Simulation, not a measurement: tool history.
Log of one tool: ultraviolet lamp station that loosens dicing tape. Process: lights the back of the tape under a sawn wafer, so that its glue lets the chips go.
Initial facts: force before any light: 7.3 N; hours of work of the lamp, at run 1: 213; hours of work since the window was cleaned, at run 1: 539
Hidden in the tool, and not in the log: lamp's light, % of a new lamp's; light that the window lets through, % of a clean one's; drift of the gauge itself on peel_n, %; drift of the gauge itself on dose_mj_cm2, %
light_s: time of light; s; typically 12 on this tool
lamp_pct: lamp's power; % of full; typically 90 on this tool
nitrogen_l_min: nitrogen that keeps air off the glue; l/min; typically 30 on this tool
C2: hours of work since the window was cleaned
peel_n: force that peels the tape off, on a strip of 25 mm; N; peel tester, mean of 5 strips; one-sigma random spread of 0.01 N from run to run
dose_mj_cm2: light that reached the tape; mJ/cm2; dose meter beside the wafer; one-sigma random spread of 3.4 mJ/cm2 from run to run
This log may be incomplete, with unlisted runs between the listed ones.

Run 1, day 0: usual settings; hours of work of the lamp 213; C2 539. Result: peel_n 0.576 N, dose_mj_cm2 490 mJ/cm2.
Run 2, day 0.492: usual settings; hours of work of the lamp 218; C2 544. Result: peel_n 0.592 N, dose_mj_cm2 483 mJ/cm2.
Run 3, day 0.717: usual settings; hours of work of the lamp 220; C2 546. Result: peel_n 0.586 N, dose_mj_cm2 489 mJ/cm2.
Run 4, day 1.129: usual settings but lamp_pct 89 % of full; hours of work of the lamp 225; C2 551. Result: peel_n 0.611 N, dose_mj_cm2 480 mJ/cm2.
Run 5, day 1.592: usual settings but lamp_pct 82 % of full; hours of work of the lamp 230; C2 556. Result: peel_n 0.74 N, dose_mj_cm2 441 mJ/cm2.
Run 6, day 1.875: usual settings but nitrogen_l_min 13 l/min; hours of work of the lamp 233; C2 559. Result: peel_n 1.061 N, dose_mj_cm2 477 mJ/cm2.
Run 7, day 2.275: usual settings but nitrogen_l_min 13 l/min; hours of work of the lamp 237; C2 563. Result: peel_n 1.055 N, dose_mj_cm2 475 mJ/cm2.
Run 8, day 2.575: usual settings but nitrogen_l_min 13 l/min; hours of work of the lamp 240; C2 566. Result: peel_n 1.093 N, dose_mj_cm2 480 mJ/cm2.
Run 9, day 2.9: usual settings but nitrogen_l_min 13 l/min; hours of work of the lamp 244; C2 569. Result: peel_n 1.109 N, dose_mj_cm2 484 mJ/cm2.
Run 10, day 3.204: usual settings but nitrogen_l_min 13 l/min; hours of work of the lamp 247; C2 573. Result: peel_n 1.091 N, dose_mj_cm2 488 mJ/cm2.
Run 11, day 3.517: usual settings but nitrogen_l_min 13 l/min; hours of work of the lamp 250; C2 576. Result: peel_n 1.092 N, dose_mj_cm2 482 mJ/cm2.
Run 12, day 3.917: usual settings but nitrogen_l_min 13 l/min; hours of work of the lamp 254; C2 580. Result: peel_n 1.119 N, dose_mj_cm2 480 mJ/cm2.
Run 13, day 4.354: usual settings but nitrogen_l_min 13 l/min; hours of work of the lamp 259; C2 585. Result: peel_n 1.095 N, dose_mj_cm2 476 mJ/cm2.
Run 14, day 4.633: usual settings but light_s 13 s, lamp_pct 99 % of full, nitrogen_l_min 36 l/min; hours of work of the lamp 262; C2 588. Result: peel_n 0.386 N, dose_mj_cm2 574 mJ/cm2.
Run 15, day 5.112: usual settings but light_s 11 s, lamp_pct 67 % of full, nitrogen_l_min 13 l/min; hours of work of the lamp 267; C2 593. Result: peel_n 2 N, dose_mj_cm2 327 mJ/cm2.
Run 16, day 5.488: usual settings but light_s 11 s, lamp_pct 67 % of full, nitrogen_l_min 13 l/min; hours of work of the lamp 271; C2 597. Result: peel_n 1.88 N, dose_mj_cm2 320 mJ/cm2.
Run 17, day 5.921: usual settings but light_s 15 s, lamp_pct 64 % of full, nitrogen_l_min 11 l/min; hours of work of the lamp 276; C2 601. Result: peel_n 1.489 N, dose_mj_cm2 425 mJ/cm2.
At day 5.975: window cleaned of glue's vapour.
Run 18, day 6.146: usual settings but light_s 15 s, lamp_pct 64 % of full, nitrogen_l_min 11 l/min; hours of work of the lamp 278; C2 2. Result: peel_n 1.326 N, dose_mj_cm2 453 mJ/cm2.
Run 19, day 6.608: usual settings but light_s 10 s, lamp_pct 99 % of full, nitrogen_l_min 14 l/min; hours of work of the lamp 283; C2 7. Result: peel_n 1.089 N, dose_mj_cm2 465 mJ/cm2.
Run 20, day 6.946: usual settings but light_s 10 s, lamp_pct 99 % of full, nitrogen_l_min 14 l/min; hours of work of the lamp 286; C2 10. Result: peel_n 1.111 N, dose_mj_cm2 470 mJ/cm2.
Run 21, day 7.192: usual settings but light_s 6 s, lamp_pct 76 % of full; hours of work of the lamp 289; C2 13. Result: peel_n 2.15 N, dose_mj_cm2 211 mJ/cm2.
Run 22, day 7.4: usual settings but light_s 7 s, lamp_pct 77 % of full, nitrogen_l_min 46 l/min; hours of work of the lamp 291; C2 15. Result: peel_n 1.439 N, dose_mj_cm2 251 mJ/cm2.
Run 23, day 7.742: usual settings but light_s 7 s, lamp_pct 77 % of full, nitrogen_l_min 46 l/min; hours of work of the lamp 295; C2 19. Result: peel_n 1.498 N, dose_mj_cm2 250 mJ/cm2.
Run 24, day 7.979: usual settings but light_s 8 s, lamp_pct 77 % of full, nitrogen_l_min 13 l/min; hours of work of the lamp 297; C2 21. Result: peel_n 2.225 N, dose_mj_cm2 284 mJ/cm2.
Run 25, day 8.425: usual settings but light_s 8 s, lamp_pct 77 % of full, nitrogen_l_min 13 l/min; hours of work of the lamp 302; C2 26. Result: peel_n 2.258 N, dose_mj_cm2 289 mJ/cm2.

What if the next run were any one of these 3? Each begins from the tool's condition after run 25:
Run A, day 8.721: usual settings but lamp_pct 75 % of full, nitrogen_l_min 29 l/min; hours of work of the lamp 305; C2 29. Result: peel_n ?, dose_mj_cm2 ?.
Run B, day 8.721: usual settings but light_s 13 s, lamp_pct 91 % of full, nitrogen_l_min 14 l/min; hours of work of the lamp 305; C2 29. Result: peel_n ?, dose_mj_cm2 ?.
Run C, day 8.721: usual settings but light_s 22 s, lamp_pct 84 % of full; hours of work of the lamp 305; C2 29. Result: peel_n ?, dose_mj_cm2 ?.

run  peel_n  dose_mj_cm2
  A   0.829          421
  B   0.808          557
  C   0.241          864
What these runs would have given with no unlogged condition in the tool:
run  peel_n  dose_mj_cm2
  A   0.676          468
  B    0.66          620
  C   0.222          961

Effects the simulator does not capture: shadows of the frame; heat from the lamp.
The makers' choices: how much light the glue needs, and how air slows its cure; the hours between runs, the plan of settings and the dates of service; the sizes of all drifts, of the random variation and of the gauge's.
